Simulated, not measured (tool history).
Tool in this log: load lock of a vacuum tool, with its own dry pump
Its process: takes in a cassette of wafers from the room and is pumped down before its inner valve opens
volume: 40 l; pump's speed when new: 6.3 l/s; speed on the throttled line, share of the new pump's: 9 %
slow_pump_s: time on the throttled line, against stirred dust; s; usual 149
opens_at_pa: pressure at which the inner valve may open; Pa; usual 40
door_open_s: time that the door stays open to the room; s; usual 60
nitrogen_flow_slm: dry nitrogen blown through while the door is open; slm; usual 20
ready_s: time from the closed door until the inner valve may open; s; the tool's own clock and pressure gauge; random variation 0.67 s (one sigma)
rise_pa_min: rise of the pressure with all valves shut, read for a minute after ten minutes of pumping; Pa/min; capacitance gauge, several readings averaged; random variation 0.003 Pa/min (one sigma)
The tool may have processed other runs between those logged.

run	hour	slow_pump_s	opens_at_pa	door_open_s	nitrogen_flow_slm	incoming humidity of the room's air, %	ready_s	rise_pa_min
1	0.0	149	40	60	20	44.9	186.3	0.040
2	82.3	149	40	60	20	47.0	186.7	0.040
3	250.1	149	40	60	20	42.8	186.0	0.036
4	323.3	149	40	60	20	45.6	187.5	0.037
5	453.2	149	40	60	20	43.6	186.1	0.038
6	620.2	149	40	60	9	44.1	185.8	0.053
7	748.3	149	40	60	20	41.0	186.2	0.043
8	871.5	149	40	95	20	45.0	185.7	0.047
9	969.0	149	40	95	20	44.1	185.6	0.053
10	1070.6	149	40	95	20	45.5	186.5	0.050
11	1229.0	149	44	121	20	43.9	186.8	0.055
12	1365.3	149	44	121	20	44.8	185.5	0.057
13	1544.5	274	73	38	15	47.8	296.5	0.051
14	1688.5	274	73	38	15	49.2	296.5	0.056
15	1861.9	274	73	38	15	43.9	298.2	0.053
16	1976.5	277	40	186	20	46.5	302.6	0.074
17	2123.8	121	40	233	29	48.5	161.1	0.065
18	2263.9	121	40	233	29	42.7	161.8	0.065

Consider 4 possible next runs. They are alternatives, not a sequence: every one starts from the tool as it was left by run 18. What does each give?
A	2391.8	78	40	233	9	44.9	?	?
B	2391.8	197	40	136	20	44.4	?	?
C	2391.8	149	32	132	22	42.2	?	?
D	2391.8	121	40	140	29	46.8	?	?

run	ready_s	rise_pa_min
A	121.7	0.094
B	230.0	0.070
C	187.5	0.063
D	161.5	0.064
With no hidden state in the tool, these same runs would have given:
run	ready_s	rise_pa_min
A	120.7	0.074
B	229.3	0.051
C	186.6	0.043
D	160.6	0.044

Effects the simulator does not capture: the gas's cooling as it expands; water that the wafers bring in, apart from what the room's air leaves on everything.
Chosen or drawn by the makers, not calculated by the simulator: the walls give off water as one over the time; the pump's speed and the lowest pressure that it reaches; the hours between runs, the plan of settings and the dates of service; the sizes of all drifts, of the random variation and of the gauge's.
